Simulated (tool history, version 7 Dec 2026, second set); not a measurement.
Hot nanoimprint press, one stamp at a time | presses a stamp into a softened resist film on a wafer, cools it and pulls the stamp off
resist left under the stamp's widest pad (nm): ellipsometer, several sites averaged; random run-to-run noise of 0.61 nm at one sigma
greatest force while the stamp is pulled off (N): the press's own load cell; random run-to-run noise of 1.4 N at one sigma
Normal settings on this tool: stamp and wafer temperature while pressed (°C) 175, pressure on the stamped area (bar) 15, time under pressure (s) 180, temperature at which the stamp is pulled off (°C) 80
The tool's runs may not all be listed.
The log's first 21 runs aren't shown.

run   hour  stamp and wafer temperature while pressed (°C)  pressure on the stamped area (bar)  time under pressure (s)  temperature at which the stamp is pulled off (°C)  hours of work since the thermocouple was calibrated  imprints on the stamp's release coat  hours of work since the press's seals were changed  resist left under the stamp's widest pad (nm)  greatest force while the stamp is pulled off (N)
 22  280.1                                             184                                13.5                      180                                                 81                                                  232                                   255                                                 252                                           96.1                                               107
 23  291.3                                             184                                13.5                      180                                                 81                                                  241                                   292                                                 261                                           96.5                                               105
 24  304.7                                             185                                17.8                      180                                                 80                                                  251                                   337                                                 271                                           78.5                                               104
 25  319.3                                             175                                23.8                      180                                                 71                                                  262                                   386                                                 282                                          114.5                                               129
 26  330.2                                             175                                11.4                      112                                                 80                                                  270                                   422                                                 291                                          190.2                                               107
     345.2  -- plate thermocouple calibrated
 27  350.7                                             175                                11.4                      112                                                 80                                                    4                                   481                                                 304                                          190.9                                               108
 28  359.3                                             175                                11.4                      112                                                 80                                                   11                                   509                                                 311                                          189.9                                               107
 29  376.5                                             185                                 9.5                      292                                                 79                                                   24                                   567                                                 324                                           88.7                                               108
 30  387.9                                             185                                 9.5                      292                                                 79                                                   33                                   605                                                 332                                           87.9                                               109

Predict each of these 4 candidate next runs independently; none follows another, all start after run 30:
  A  401.9                                             179                                16.2                      140                                                 79                                                   43                                   652                                                 343                                              ?                                                 ?
  B  401.9                                             175                                11.3                      319                                                 80                                                   43                                   652                                                 343                                              ?                                                 ?
  C  401.9                                             169                                  15                      180                                                 82                                                   43                                   652                                                 343                                              ?                                                 ?
  D  401.9                                             175                                  15                      137                                                 81                                                   43                                   652                                                 343                                              ?                                                 ?

run  resist left under the stamp's widest pad (nm)  greatest force while the stamp is pulled off (N)
  A                                            123                                               108
  B                                          128.3                                               105
  C                                            190                                               103
  D                                          157.2                                               104
Had the tool no hidden state, the same runs would have come out as:
run  resist left under the stamp's widest pad (nm)  greatest force while the stamp is pulled off (N)
  A                                          125.8                                               108
  B                                          131.1                                               105
  C                                          194.2                                               103
  D                                          160.7                                               104

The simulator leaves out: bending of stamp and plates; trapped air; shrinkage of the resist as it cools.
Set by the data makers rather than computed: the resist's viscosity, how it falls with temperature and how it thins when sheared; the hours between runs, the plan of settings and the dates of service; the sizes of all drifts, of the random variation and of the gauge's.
